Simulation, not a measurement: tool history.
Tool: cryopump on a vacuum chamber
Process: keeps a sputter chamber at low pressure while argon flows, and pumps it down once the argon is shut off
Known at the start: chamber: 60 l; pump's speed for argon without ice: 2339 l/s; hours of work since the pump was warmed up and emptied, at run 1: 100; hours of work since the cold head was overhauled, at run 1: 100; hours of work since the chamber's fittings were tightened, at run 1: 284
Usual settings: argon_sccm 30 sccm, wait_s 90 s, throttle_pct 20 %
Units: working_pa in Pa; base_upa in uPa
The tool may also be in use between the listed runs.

| run | hour | argon_sccm | wait_s | throttle_pct | hours of work since the pump was warmed up and emptied | hours of work since the cold head was overhauled | hours of work since the chamber's fittings were tightened | working_pa | base_upa |
|---|---|---|---|---|---|---|---|---|---|
| 1 | 0 | 30 | 90 | 20 | 100 | 100 | 284 | 0.1091 | 0.91 |
| 2 | 18.7 | 30 | 90 | 20 | 110 | 110 | 295 | 0.1104 | 0.96 |
| 3 | 31.2 | 30 | 90 | 20 | 117 | 117 | 302 | 0.1094 | 0.94 |
| 4 | 50.2 | 30 | 90 | 17 | 128 | 128 | 312 | 0.1285 | 0.97 |
| 5 | 59.8 | 30 | 90 | 20 | 133 | 133 | 318 | 0.1081 | 0.92 |
| 6 | 77.8 | 30 | 90 | 20 | 143 | 143 | 328 | 0.1105 | 0.91 |
| 7 | 90.7 | 30 | 90 | 45 | 150 | 150 | 335 | 0.0498 | 0.98 |
| 8 | 103.5 | 30 | 90 | 45 | 158 | 158 | 342 | 0.0491 | 1.01 |
| 9 | 123.8 | 30 | 90 | 20 | 169 | 169 | 353 | 0.1103 | 0.95 |
| 10 | 143.2 | 30 | 90 | 20 | 180 | 180 | 364 | 0.1106 | 0.99 |
| 11 | 156.7 | 30 | 90 | 20 | 187 | 187 | 372 | 0.1107 | 1.06 |
| 12 | 175 | 15 | 90 | 20 | 197 | 197 | 382 | 0.055 | 0.98 |
| 13 | 187.4 | 30 | 90 | 28 | 204 | 204 | 389 | 0.0793 | 1 |
| 14 | 207.8 | 30 | 223 | 20 | 216 | 216 | 400 | 0.1104 | 0.59 |
| 15 | 227.3 | 30 | 223 | 20 | 227 | 227 | 411 | 0.1102 | 0.62 |
| 16 | 245.2 | 35 | 90 | 20 | 236 | 236 | 421 | 0.1285 | 1.01 |
| 17 | 262.2 | 30 | 141 | 20 | 246 | 246 | 430 | 0.1094 | 0.74 |
| 18 | 282.5 | 31 | 97 | 20 | 257 | 257 | 442 | 0.1132 | 0.97 |
| 19 | 296.7 | 31 | 97 | 20 | 265 | 265 | 450 | 0.1152 | 0.92 |
| 20 | 308.3 | 26 | 90 | 20 | 272 | 272 | 456 | 0.095 | 1.01 |
| 21 | 326.2 | 41 | 74 | 20 | 282 | 282 | 466 | 0.1498 | 1.19 |
| 22 | 346.3 | 39 | 58 | 16 | 293 | 293 | 477 | 0.18 | 1.42 |
| 23 | 365.8 | 30 | 171 | 54 | 304 | 304 | 488 | 0.0435 | 0.7 |
| 24 | 384.3 | 38 | 133 | 47 | 314 | 314 | 498 | 0.0613 | 0.83 |
| 25 | 394.9 | 38 | 133 | 47 | 320 | 320 | 504 | 0.0621 | 0.83 |
| 26 | 403.3 | 38 | 69 | 43 | 325 | 325 | 509 | 0.067 | 1.34 |
| 27 | 420.8 | 38 | 69 | 43 | 334 | 334 | 519 | 0.0665 | 1.27 |
| 28 | 439.3 | 16 | 79 | 20 | 345 | 345 | 529 | 0.0581 | 1.12 |
| 29 | 456.4 | 15 | 197 | 28 | 354 | 354 | 539 | 0.0394 | 0.75 |
| 30 | 473.7 | 37 | 197 | 16 | 364 | 364 | 548 | 0.1703 | 0.74 |
| 31 | 482.4 | 52 | 292 | 43 | 369 | 369 | 553 | 0.0929 | 0.61 |
| 32 | 495.3 | 30 | 143 | 43 | 376 | 376 | 560 | 0.0536 | 0.85 |

Run 33 comes next. What will it give?
| 33 | 512.5 | 17 | 87 | 30 | 386 | 386 | 570 | ? | ? |

working_pa: 0.0429 Pa
base_upa: 1.16 uPa
Without the tool's hidden state the same run would have given working_pa 0.0412 Pa, base_upa 0.85 uPa.

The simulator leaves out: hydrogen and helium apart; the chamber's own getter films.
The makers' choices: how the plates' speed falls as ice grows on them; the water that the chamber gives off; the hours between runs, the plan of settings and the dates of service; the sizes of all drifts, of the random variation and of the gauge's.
